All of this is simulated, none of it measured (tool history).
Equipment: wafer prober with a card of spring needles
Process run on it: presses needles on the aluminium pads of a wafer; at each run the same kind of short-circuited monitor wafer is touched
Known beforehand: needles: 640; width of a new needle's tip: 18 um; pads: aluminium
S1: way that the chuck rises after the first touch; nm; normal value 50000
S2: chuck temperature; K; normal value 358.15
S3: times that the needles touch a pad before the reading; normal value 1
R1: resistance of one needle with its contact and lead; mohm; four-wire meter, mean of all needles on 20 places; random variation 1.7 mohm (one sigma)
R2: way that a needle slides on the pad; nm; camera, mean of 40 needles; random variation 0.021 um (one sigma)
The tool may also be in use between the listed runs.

| run | hour | S1 | S2 | S3 | R1 | R2 |
|---|---|---|---|---|---|---|
| 1 | 0 | 50000 | 358.15 | 1 | 345 | 13140 |
|  | 2.2 | tips cleaned on abrasive film |
| 2 | 9 | 50000 | 358.15 | 1 | 301 | 13080 |
|  | 17.8 | tips cleaned on abrasive film |
| 3 | 19.8 | 50000 | 358.15 | 1 | 229 | 13090 |
| 4 | 26.1 | 50000 | 358.15 | 1 | 312 | 13070 |
|  | 33.1 | tips cleaned on abrasive film |
| 5 | 41.2 | 50000 | 358.15 | 1 | 304 | 13070 |
| 6 | 47.8 | 50000 | 358.15 | 1 | 347 | 13100 |
|  | 48.6 | tips cleaned on abrasive film |
| 7 | 54.7 | 50000 | 358.15 | 1 | 290 | 13050 |
| 8 | 62.6 | 39000 | 358.15 | 1 | 458 | 10200 |
|  | 65.1 | tips cleaned on abrasive film |
| 9 | 74.8 | 39000 | 358.15 | 1 | 428 | 10180 |
|  | 80.6 | tips cleaned on abrasive film |
| 10 | 81.2 | 39000 | 358.15 | 1 | 227 | 10150 |
|  | 96 | tips cleaned on abrasive film |
| 11 | 96 | 39000 | 358.15 | 1 | 203 | 10140 |
| 12 | 108 | 39000 | 358.15 | 1 | 444 | 10110 |
|  | 111.7 | tips cleaned on abrasive film |
| 13 | 118.9 | 39000 | 358.15 | 1 | 387 | 10110 |
| 14 | 126.4 | 50000 | 358.15 | 1 | 351 | 12970 |
|  | 127.6 | tips cleaned on abrasive film |
| 15 | 139.8 | 50000 | 358.15 | 1 | 343 | 13000 |
|  | 143.3 | tips cleaned on abrasive film |
| 16 | 147.1 | 50000 | 358.15 | 1 | 263 | 12950 |
| 17 | 153.7 | 50000 | 312.15 | 1 | 331 | 12980 |
|  | 159.1 | tips cleaned on abrasive film |
| 18 | 165.1 | 50000 | 318.15 | 1 | 296 | 12890 |
|  | 175.6 | tips cleaned on abrasive film |
| 19 | 180.3 | 35000 | 316.15 | 1 | 423 | 8990 |
| 20 | 189.2 | 35000 | 357.15 | 2 | 389 | 8980 |
|  | 192.1 | tips cleaned on abrasive film |
| 21 | 197.3 | 35000 | 357.15 | 2 | 312 | 9010 |
| 22 | 206.8 | 35000 | 357.15 | 2 | 399 | 8990 |
|  | 208.3 | tips cleaned on abrasive film |
| 23 | 216.5 | 50000 | 318.15 | 1 | 319 | 12870 |
|  | 223.8 | tips cleaned on abrasive film |
| 24 | 230.8 | 57000 | 315.15 | 1 | 282 | 14710 |
|  | 239.8 | tips cleaned on abrasive film |
| 25 | 245.9 | 57000 | 315.15 | 1 | 269 | 14660 |
|  | 255.7 | tips cleaned on abrasive film |
| 26 | 255.8 | 45000 | 348.15 | 2 | 185 | 11530 |
| 27 | 269.4 | 45000 | 391.15 | 1 | 402 | 11480 |
|  | 271.4 | tips cleaned on abrasive film |
| 28 | 284.2 | 34000 | 322.15 | 1 | 572 | 8650 |
|  | 287.3 | tips cleaned on abrasive film |
| 29 | 293.2 | 38000 | 322.15 | 1 | 394 | 9630 |
| 30 | 302.2 | 66000 | 381.15 | 1 | 281 | 17010 |
|  | 303 | tips cleaned on abrasive film |
|  | 314.7 | height of the first contact set anew |
| 31 | 317.2 | 66000 | 325.15 | 2 | 230 | 17340 |
|  | 319.3 | tips cleaned on abrasive film |
| 32 | 325.7 | 66000 | 325.15 | 2 | 208 | 17320 |
|  | 334.7 | tips cleaned on abrasive film |
| 33 | 338.3 | 66000 | 358.15 | 1 | 222 | 17320 |

4 options for the next run, each taken on its own from the tool as it stands now. Forecast them:
| A | 345.3 | 42000 | 358.15 | 1 | ? | ? |
| B | 345.3 | 36000 | 358.15 | 1 | ? | ? |
| C | 345.3 | 50000 | 358.15 | 2 | ? | ? |
| D | 345.3 | 42000 | 339.15 | 1 | ? | ? |

| run | R1 | R2 |
|---|---|---|
| A | 403 | 11010 |
| B | 494 | 9400 |
| C | 266 | 13070 |
| D | 407 | 10960 |
The same runs, with their run-to-run variation unchanged, on a tool lacking any hidden condition would have given:
| run | R1 | R2 |
|---|---|---|
| A | 173 | 11040 |
| B | 183 | 9430 |
| C | 167 | 13110 |
| D | 171 | 10990 |
